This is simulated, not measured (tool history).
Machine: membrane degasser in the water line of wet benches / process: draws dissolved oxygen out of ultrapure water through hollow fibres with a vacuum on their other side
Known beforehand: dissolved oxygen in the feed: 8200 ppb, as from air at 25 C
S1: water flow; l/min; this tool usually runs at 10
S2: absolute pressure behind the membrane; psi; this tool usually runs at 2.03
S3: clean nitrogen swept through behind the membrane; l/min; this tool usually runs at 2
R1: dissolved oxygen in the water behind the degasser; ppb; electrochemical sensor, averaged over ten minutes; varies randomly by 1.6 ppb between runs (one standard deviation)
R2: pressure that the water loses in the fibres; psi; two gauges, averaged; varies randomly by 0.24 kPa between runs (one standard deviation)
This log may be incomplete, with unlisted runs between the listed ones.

run   hour  S1    S2    S3     R1      R2
  1      0  10  2.03     2  160.1   9.161
  2   27.9  10  2.03     2    158   9.053
  3   68.5   6  2.03     2   87.9   5.474
  4   97.9  10  2.03     2  165.6   9.113
  5  125.1  10  2.03     2  160.8   9.088
  6  173.5  10  2.03     2  161.6   9.175
  7  196.6  10  2.03     2  159.5   9.023
  8  233.3  14  1.77  4.04    163  12.698
  9  281.2  14  1.77  4.04  159.9  12.717
 10    310  14  1.77  4.04  163.8  12.729
 11  335.9   6  1.91  1.78   90.1   5.452

Taken out of this log: 2 entries between the listed runs. Where each belongs, and how the hidden state differs across it:
In the gap between runs 5 and 6: vacuum gauge calibrated (hour 128.8)
  true pressure behind the membrane over the reading, kPa: 0.09 -> 0.13; air that leaks in behind the membrane, l/min: 0.0171 -> 0.0172
  measured value less the no-hidden-state value, R1: +6.8 -> +7.3 ppb
In the gap between runs 9 and 10: vacuum gauge calibrated, once more (hour 296.1)
  true pressure behind the membrane over the reading, kPa: 0.13 -> -0.05; air that leaks in behind the membrane, l/min: 0.0174 -> 0.0175
  measured value less the no-hidden-state value, R1: +4.1 -> +2.7 ppb
